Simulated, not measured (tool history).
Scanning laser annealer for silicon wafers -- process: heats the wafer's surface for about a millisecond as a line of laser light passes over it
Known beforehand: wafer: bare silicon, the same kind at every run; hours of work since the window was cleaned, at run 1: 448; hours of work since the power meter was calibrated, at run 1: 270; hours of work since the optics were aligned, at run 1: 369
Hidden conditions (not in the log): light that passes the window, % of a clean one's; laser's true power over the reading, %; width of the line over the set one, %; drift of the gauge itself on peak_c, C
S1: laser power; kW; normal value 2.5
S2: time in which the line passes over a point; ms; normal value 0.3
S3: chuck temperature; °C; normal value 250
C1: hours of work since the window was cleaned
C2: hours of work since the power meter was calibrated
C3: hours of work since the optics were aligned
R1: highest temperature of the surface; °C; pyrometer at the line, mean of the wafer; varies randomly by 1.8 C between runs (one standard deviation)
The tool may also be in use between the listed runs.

run   hour     S1     S2   S3   C1   C2   C3    R1
  1      0    2.5    0.3  250  448  270  369   990
  2   20.3    2.5    0.3  288  461  283  382  1025
  3   34.9    2.5    0.3  288  470  293  391  1029
  4   48.3    2.5  0.374  250  479  301  400  1073
  5   63.7    2.5  0.374  250  489  312  410  1070
  6   74.2    2.5    0.3  250  496  318  417   988
  7   90.6  2.643    0.3  250  507  329  428  1028
  8  110.9  2.643    0.3  250  520  342  441  1027
  9    131    2.5    0.3  250  533  355  454   981
 10  152.8    2.5    0.3  250  547  370  468   983
 11  163.9    2.4    0.3  250  555  377  476   947
 12  182.6    2.5    0.3  236  567  389  488   968
 13  195.4    2.5  0.215  250  575  397  496   864
 14  217.4    2.5  0.374  250  590  412  511  1062
 15  233.7    2.5    0.3  250  600  422  521   979
       255  -- window over the wafer cleaned
 16  256.3    2.5    0.3  250    1  436  535  1012
 17  270.1    2.5    0.3  235   10  445  544   995
 18  280.5    2.5  0.242  250   17  452  550   935
 19  299.5    2.5    0.3  250   29  464  563  1008
 20  319.9    2.5    0.3  250   42  477  576  1006
 21  334.6    2.5    0.3  250   52  487  586  1009
 22  356.2  2.421  0.364  250   66  501  600  1056
 23  372.1  2.138  0.237  266   76  511  610   840
 24  385.4  2.628  0.224  266   85  520  619   952
     392.4  -- optics aligned, line set to its width
 25  400.2    2.5    0.3  264   91  527    5  1017
 26  422.3    2.5    0.3  264  106  541   19  1016
 27  438.5    2.5    0.3  264  116  552   30  1020
 28  455.2  2.182  0.247  230  127  562   41   827
 29  467.2   2.41  0.243  214  135  570   49   864
     475.3  -- optics aligned, line set to its width, once more
 30  489.9  2.748  0.212  214  147  582   10   916
 31  506.8  2.748  0.212  214  158  593   21   923
 32  518.2  2.414    0.3  240  165  600   28   971
 33  533.2  2.414  0.276  240  175  610   38   944
 34  543.1  2.414  0.276  240  181  617   44   945
 35  555.1  2.414  0.276  240  189  624   52   944

What will run 36 give?
 36  575.4  2.414  0.276  240  203  638  65   ?

R1: 943 °C
Without the tool's hidden state the same run would have given R1 959 °C.
